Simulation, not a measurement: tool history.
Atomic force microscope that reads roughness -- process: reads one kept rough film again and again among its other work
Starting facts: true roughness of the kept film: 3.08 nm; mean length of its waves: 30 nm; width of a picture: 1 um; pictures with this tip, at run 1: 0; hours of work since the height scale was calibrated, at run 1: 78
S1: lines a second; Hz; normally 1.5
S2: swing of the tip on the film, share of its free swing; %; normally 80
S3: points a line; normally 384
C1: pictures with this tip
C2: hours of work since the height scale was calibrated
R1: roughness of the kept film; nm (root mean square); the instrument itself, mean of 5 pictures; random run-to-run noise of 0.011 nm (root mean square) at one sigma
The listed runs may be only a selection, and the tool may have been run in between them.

run     day    S1  S2    S3  C1   C2     R1
  1       0   1.5  80   384   0   78  2.691
  2   0.642   1.5  80   384  35   90  2.372
  3   1.371   1.5  80   280  74  104  2.107
      1.429  -- new tip fitted
  4   1.808   1.5  80   280  21  112  2.466
  5   2.196   1.5  80  1004  42  120  2.352
  6   2.542   1.5  80  1004  60  126  2.227
       2.85  -- new tip fitted
  7   3.054   1.5  80  1004  11  136  2.575
  8     3.6   1.5  80  1004  41  146  2.365
  9   4.129   1.5  80  1004  69  156  2.163
      4.321  -- new tip fitted
 10   4.592   1.5  80  1004  14  165  2.548
 11   4.954   1.5  80  1004  34  172  2.356
 12   5.421   1.5  80  1004  59  180  2.181
      5.792  -- new tip fitted
 13   6.175   1.5  88   450  21  194  2.434
 14   6.888  1.23  57   384  60  208  2.218
      7.221  -- new tip fitted
 15   7.433  1.79  64   871  12  218  2.626
 16   8.062   1.5  72   384  46  230  2.357
 17   8.496   1.5  72   384  69  238  2.185
      8.667  -- new tip fitted
 18   9.033  1.51  63   561  20  248  2.579
 19   9.638  3.93  80   865  52  260  2.153
 20  10.029  1.49  63   946  73  267  2.178

Predict each of these 5 candidate next runs independently; none follows another, all start after run 20:
     10.129  -- new tip fitted
  A  10.421  1.76  55   384  16  274   ?
     10.129  -- new tip fitted
  B  10.421  0.56  86  1023  16  274   ?
     10.129  -- new tip fitted
  C  10.421  0.79  80   706  16  274   ?
     10.129  -- new tip fitted
  D  10.421   1.5  58   384  16  274   ?
     10.129  -- new tip fitted
  E  10.421  1.49  82   313  16  274   ?

run     R1
  A  2.594
  B  2.603
  C  2.588
  D   2.59
  E  2.502
With the hidden condition removed and each run's random variation left untouched, the same runs would have given:
run     R1
  A  2.752
  B  2.762
  C  2.746
  D  2.748
  E  2.655
